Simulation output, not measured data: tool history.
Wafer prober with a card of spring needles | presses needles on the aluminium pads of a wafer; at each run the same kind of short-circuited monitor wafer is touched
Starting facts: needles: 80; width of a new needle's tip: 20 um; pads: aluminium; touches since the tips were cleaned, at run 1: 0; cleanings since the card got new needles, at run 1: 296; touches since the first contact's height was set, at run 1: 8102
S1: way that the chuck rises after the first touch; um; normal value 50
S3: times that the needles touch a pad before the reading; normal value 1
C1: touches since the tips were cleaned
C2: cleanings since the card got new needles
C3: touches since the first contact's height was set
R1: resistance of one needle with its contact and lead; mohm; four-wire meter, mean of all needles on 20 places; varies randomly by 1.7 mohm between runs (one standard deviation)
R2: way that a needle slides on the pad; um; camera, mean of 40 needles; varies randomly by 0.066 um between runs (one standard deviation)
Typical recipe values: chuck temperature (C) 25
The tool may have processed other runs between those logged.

{"run": 1, "day": 0.0, "S1": 50, "chuck temperature (C)": 25, "S3": 1, "C1": 0, "C2": 296, "C3": 8102, "R1": 175, "R2": 13.37}
{"day": 0.2, "done": "tips cleaned on abrasive film"}
{"day": 0.358, "done": "tips cleaned on abrasive film"}
{"day": 0.558, "done": "tips cleaned on abrasive film"}
{"day": 0.754, "done": "tips cleaned on abrasive film"}
{"day": 0.917, "done": "tips cleaned on abrasive film"}
{"day": 1.117, "done": "tips cleaned on abrasive film"}
{"day": 1.275, "done": "tips cleaned on abrasive film"}
{"day": 1.475, "done": "tips cleaned on abrasive film"}
{"day": 1.633, "done": "tips cleaned on abrasive film"}
{"day": 1.833, "done": "tips cleaned on abrasive film"}
{"day": 1.992, "done": "tips cleaned on abrasive film"}
{"day": 2.192, "done": "tips cleaned on abrasive film"}
{"day": 2.392, "done": "tips cleaned on abrasive film"}
{"day": 2.55, "done": "tips cleaned on abrasive film"}
{"day": 2.75, "done": "tips cleaned on abrasive film"}
{"run": 2, "day": 2.754, "S1": 50, "chuck temperature (C)": 25, "S3": 1, "C1": 81, "C2": 311, "C3": 48430, "R1": 176, "R2": 13.38}
{"day": 2.912, "done": "tips cleaned on abrasive film"}
{"day": 3.112, "done": "tips cleaned on abrasive film"}
{"day": 3.312, "done": "tips cleaned on abrasive film"}
{"day": 3.471, "done": "tips cleaned on abrasive film"}
{"day": 3.671, "done": "tips cleaned on abrasive film"}
{"day": 3.829, "done": "tips cleaned on abrasive film"}
{"day": 4.029, "done": "tips cleaned on abrasive film"}
{"day": 4.229, "done": "tips cleaned on abrasive film"}
{"day": 4.388, "done": "tips cleaned on abrasive film"}
{"day": 4.588, "done": "tips cleaned on abrasive film"}
{"day": 4.783, "done": "tips cleaned on abrasive film"}
{"day": 4.983, "done": "tips cleaned on abrasive film"}
{"day": 5.183, "done": "tips cleaned on abrasive film"}
{"run": 3, "day": 5.221, "S1": 50, "chuck temperature (C)": 25, "S3": 1, "C1": 571, "C2": 324, "C3": 84586, "R1": 178, "R2": 13.47}
{"day": 5.379, "done": "tips cleaned on abrasive film"}
{"day": 5.579, "done": "tips cleaned on abrasive film"}
{"day": 5.708, "done": "height of the first contact set anew"}
{"day": 5.792, "done": "tips cleaned on abrasive film"}
{"day": 5.988, "done": "tips cleaned on abrasive film"}
{"day": 6.15, "done": "tips cleaned on abrasive film"}
{"day": 6.35, "done": "tips cleaned on abrasive film"}
{"day": 6.546, "done": "tips cleaned on abrasive film"}
{"day": 6.746, "done": "tips cleaned on abrasive film"}
{"run": 4, "day": 6.754, "S1": 50, "chuck temperature (C)": 51, "S3": 1, "C1": 131, "C2": 332, "C3": 15296, "R1": 183, "R2": 13.47}
{"day": 6.912, "done": "tips cleaned on abrasive film"}
{"day": 7.112, "done": "tips cleaned on abrasive film"}
{"day": 7.312, "done": "tips cleaned on abrasive film"}
{"day": 7.471, "done": "tips cleaned on abrasive film"}
{"day": 7.671, "done": "tips cleaned on abrasive film"}
{"day": 7.871, "done": "tips cleaned on abrasive film"}
{"day": 8.067, "done": "tips cleaned on abrasive film"}
{"day": 8.267, "done": "tips cleaned on abrasive film"}
{"day": 8.467, "done": "tips cleaned on abrasive film"}
{"day": 8.667, "done": "tips cleaned on abrasive film"}
{"day": 8.862, "done": "tips cleaned on abrasive film"}
{"day": 9.025, "done": "tips cleaned on abrasive film"}
{"day": 9.221, "done": "tips cleaned on abrasive film"}
{"day": 9.383, "done": "tips cleaned on abrasive film"}
{"day": 9.579, "done": "tips cleaned on abrasive film"}
{"day": 9.779, "done": "tips cleaned on abrasive film"}
{"day": 9.967, "done": "tips cleaned on abrasive film"}
{"run": 5, "day": 9.967, "S1": 43, "chuck temperature (C)": 25, "S3": 1, "C1": 0, "C2": 349, "C3": 62351, "R1": 181, "R2": 11.72}
{"day": 10.162, "done": "tips cleaned on abrasive film"}
{"day": 10.362, "done": "tips cleaned on abrasive film"}
{"day": 10.562, "done": "tips cleaned on abrasive film"}
{"day": 10.721, "done": "tips cleaned on abrasive film"}
{"day": 10.921, "done": "tips cleaned on abrasive film"}
{"day": 11.121, "done": "tips cleaned on abrasive film"}
{"day": 11.317, "done": "tips cleaned on abrasive film"}
{"day": 11.5, "done": "tips cleaned on abrasive film"}
{"run": 6, "day": 11.5, "S1": 43, "chuck temperature (C)": 25, "S3": 1, "C1": 0, "C2": 357, "C3": 84846, "R1": 179, "R2": 11.66}
{"day": 11.7, "done": "tips cleaned on abrasive film"}
{"day": 11.896, "done": "tips cleaned on abrasive film"}
{"day": 11.95, "done": "height of the first contact set anew"}
{"day": 12.108, "done": "tips cleaned on abrasive film"}
{"day": 12.267, "done": "tips cleaned on abrasive film"}
{"day": 12.467, "done": "tips cleaned on abrasive film"}
{"day": 12.667, "done": "tips cleaned on abrasive film"}
{"day": 12.867, "done": "tips cleaned on abrasive film"}
{"day": 13.062, "done": "tips cleaned on abrasive film"}
{"day": 13.262, "done": "tips cleaned on abrasive film"}
{"day": 13.421, "done": "tips cleaned on abrasive film"}
{"run": 7, "day": 13.479, "S1": 43, "chuck temperature (C)": 25, "S3": 1, "C1": 837, "C2": 367, "C3": 22419, "R1": 181, "R2": 11.61}
{"day": 13.6, "done": "tips cleaned on abrasive film"}
{"day": 13.8, "done": "tips cleaned on abrasive film"}
{"day": 13.958, "done": "tips cleaned on abrasive film"}
{"day": 14.158, "done": "tips cleaned on abrasive film"}
{"day": 14.354, "done": "tips cleaned on abrasive film"}
{"day": 14.517, "done": "tips cleaned on abrasive film"}
{"day": 14.712, "done": "tips cleaned on abrasive film"}
{"day": 14.912, "done": "tips cleaned on abrasive film"}
{"day": 15.112, "done": "tips cleaned on abrasive film"}
{"day": 15.312, "done": "tips cleaned on abrasive film"}
{"run": 8, "day": 15.379, "S1": 43, "chuck temperature (C)": 25, "S3": 1, "C1": 1046, "C2": 377, "C3": 50298, "R1": 184, "R2": 11.56}
{"day": 15.5, "done": "tips cleaned on abrasive film"}
{"day": 15.662, "done": "tips cleaned on abrasive film"}
{"day": 15.858, "done": "tips cleaned on abrasive film"}
{"day": 16.058, "done": "tips cleaned on abrasive film"}
{"day": 16.258, "done": "tips cleaned on abrasive film"}
{"day": 16.417, "done": "tips cleaned on abrasive film"}
{"day": 16.579, "done": "tips cleaned on abrasive film"}
{"day": 16.775, "done": "tips cleaned on abrasive film"}
{"day": 16.975, "done": "tips cleaned on abrasive film"}
{"day": 17.175, "done": "tips cleaned on abrasive film"}
{"day": 17.371, "done": "tips cleaned on abrasive film"}
{"day": 17.571, "done": "tips cleaned on abrasive film"}
{"day": 17.771, "done": "tips cleaned on abrasive film"}
{"day": 17.958, "done": "tips cleaned on abrasive film"}
{"run": 9, "day": 17.958, "S1": 43, "chuck temperature (C)": 25, "S3": 1, "C1": 0, "C2": 391, "C3": 88040, "R1": 183, "R2": 11.58}
{"day": 18.154, "done": "tips cleaned on abrasive film"}
{"day": 18.208, "done": "height of the first contact set anew"}
{"day": 18.367, "done": "tips cleaned on abrasive film"}
{"day": 18.567, "done": "tips cleaned on abrasive film"}
{"day": 18.725, "done": "tips cleaned on abrasive film"}
{"day": 18.925, "done": "tips cleaned on abrasive film"}
{"day": 19.125, "done": "tips cleaned on abrasive film"}
{"day": 19.321, "done": "tips cleaned on abrasive film"}
{"day": 19.521, "done": "tips cleaned on abrasive film"}
{"day": 19.721, "done": "tips cleaned on abrasive film"}
{"day": 19.879, "done": "tips cleaned on abrasive film"}
{"day": 20.079, "done": "tips cleaned on abrasive film"}
{"day": 20.279, "done": "tips cleaned on abrasive film"}
{"day": 20.475, "done": "tips cleaned on abrasive film"}
{"day": 20.675, "done": "tips cleaned on abrasive film"}
{"day": 20.871, "done": "tips cleaned on abrasive film"}
{"run": 10, "day": 20.871, "S1": 38, "chuck temperature (C)": 44, "S3": 2, "C1": 0, "C2": 406, "C3": 39040, "R1": 190, "R2": 10.33}
{"day": 21.029, "done": "tips cleaned on abrasive film"}
{"day": 21.229, "done": "tips cleaned on abrasive film"}
{"day": 21.429, "done": "tips cleaned on abrasive film"}
{"day": 21.629, "done": "tips cleaned on abrasive film"}
{"day": 21.788, "done": "tips cleaned on abrasive film"}
{"day": 21.946, "done": "tips cleaned on abrasive film"}
{"day": 22.146, "done": "tips cleaned on abrasive film"}
{"day": 22.346, "done": "tips cleaned on abrasive film"}
{"day": 22.542, "done": "tips cleaned on abrasive film"}
{"day": 22.742, "done": "tips cleaned on abrasive film"}
{"day": 23.242, "done": "card fitted with new needles"}
{"day": 23.442, "done": "tips cleaned on abrasive film"}
{"day": 23.642, "done": "tips cleaned on abrasive film"}
{"day": 23.838, "done": "tips cleaned on abrasive film"}
{"day": 24.038, "done": "tips cleaned on abrasive film"}
{"day": 24.238, "done": "tips cleaned on abrasive film"}
{"day": 24.433, "done": "tips cleaned on abrasive film"}
{"day": 24.633, "done": "tips cleaned on abrasive film"}
{"day": 24.821, "done": "tips cleaned on abrasive film"}
{"run": 11, "day": 24.821, "S1": 38, "chuck temperature (C)": 44, "S3": 2, "C1": 0, "C2": 8, "C3": 23187, "R1": 193, "R2": 10.42}
{"day": 25.021, "done": "tips cleaned on abrasive film"}
{"day": 25.221, "done": "tips cleaned on abrasive film"}
{"day": 25.421, "done": "tips cleaned on abrasive film"}
{"day": 25.617, "done": "tips cleaned on abrasive film"}
{"day": 25.817, "done": "tips cleaned on abrasive film"}
{"day": 26.017, "done": "tips cleaned on abrasive film"}
{"day": 26.212, "done": "tips cleaned on abrasive film"}
{"day": 26.412, "done": "tips cleaned on abrasive film"}
{"day": 26.612, "done": "tips cleaned on abrasive film"}
{"run": 12, "day": 26.704, "S1": 43, "chuck temperature (C)": 44, "S3": 2, "C1": 1372, "C2": 17, "C3": 50807, "R1": 187, "R2": 11.8}
{"day": 26.788, "done": "tips cleaned on abrasive film"}
{"day": 26.983, "done": "tips cleaned on abrasive film"}
{"day": 27.146, "done": "tips cleaned on abrasive film"}
{"day": 27.342, "done": "tips cleaned on abrasive film"}
{"day": 27.542, "done": "tips cleaned on abrasive film"}
{"day": 27.742, "done": "tips cleaned on abrasive film"}
{"day": 27.938, "done": "tips cleaned on abrasive film"}
{"day": 28.1, "done": "tips cleaned on abrasive film"}
{"day": 28.3, "done": "tips cleaned on abrasive film"}
{"day": 28.496, "done": "tips cleaned on abrasive film"}
{"run": 13, "day": 28.612, "S1": 50, "chuck temperature (C)": 103, "S3": 1, "C1": 1726, "C2": 27, "C3": 78782, "R1": 195, "R2": 13.75}
{"day": 28.696, "done": "tips cleaned on abrasive film"}
{"day": 28.892, "done": "tips cleaned on abrasive film"}
{"day": 29.092, "done": "tips cleaned on abrasive film"}
{"day": 29.292, "done": "tips cleaned on abrasive film"}
{"day": 29.488, "done": "tips cleaned on abrasive film"}
{"day": 29.5, "done": "height of the first contact set anew"}
{"day": 29.662, "done": "tips cleaned on abrasive film"}
{"day": 29.858, "done": "tips cleaned on abrasive film"}
{"day": 30.058, "done": "tips cleaned on abrasive film"}
{"day": 30.258, "done": "tips cleaned on abrasive film"}
{"day": 30.458, "done": "tips cleaned on abrasive film"}
{"day": 30.617, "done": "tips cleaned on abrasive film"}
{"day": 30.817, "done": "tips cleaned on abrasive film"}
{"day": 30.975, "done": "tips cleaned on abrasive film"}
{"day": 31.175, "done": "tips cleaned on abrasive film"}
{"day": 31.333, "done": "tips cleaned on abrasive film"}
{"day": 31.533, "done": "tips cleaned on abrasive film"}
{"run": 14, "day": 31.588, "S1": 43, "chuck temperature (C)": 34, "S3": 2, "C1": 845, "C2": 43, "C3": 30593, "R1": 184, "R2": 11.76}
{"day": 31.708, "done": "tips cleaned on abrasive film"}
{"day": 31.871, "done": "tips cleaned on abrasive film"}
{"day": 32.067, "done": "tips cleaned on abrasive film"}
{"day": 32.267, "done": "tips cleaned on abrasive film"}
{"day": 32.467, "done": "tips cleaned on abrasive film"}
{"day": 32.667, "done": "tips cleaned on abrasive film"}
{"day": 32.862, "done": "tips cleaned on abrasive film"}
{"day": 33.062, "done": "tips cleaned on abrasive film"}
{"day": 33.262, "done": "tips cleaned on abrasive film"}
{"day": 33.458, "done": "tips cleaned on abrasive film"}
{"day": 33.658, "done": "tips cleaned on abrasive film"}
{"day": 33.846, "done": "tips cleaned on abrasive film"}
{"run": 15, "day": 33.846, "S1": 65, "chuck temperature (C)": 47, "S3": 2, "C1": 0, "C2": 55, "C3": 63644, "R1": 173, "R2": 17.88}

For each run, the measured value with the value that run would have given without the tool's hidden condition subtracted. The run-to-run variation is shared by both, the gauge scatter possibly not:
Hidden state present: debris on the tips, nm; way that the needles fall short of the set height, um; tips' diameter, um; drift of the gauge itself on contact_mohm, %; drift of the gauge itself on scrub_um, %.
run=1 R2=+0.00
run=2 R2=+0.02
run=3 R2=+0.04
run=4 R2=+0.05
run=5 R2=+0.06
run=6 R2=+0.07
run=7 R2=+0.08
run=8 R2=+0.09
run=9 R2=+0.11
run=10 R2=+0.11
run=11 R2=+0.13
run=12 R2=+0.15
run=13 R2=+0.20
run=14 R2=+0.18
run=15 R2=+0.30
R1: within 1 mohm of the measured result in every run.
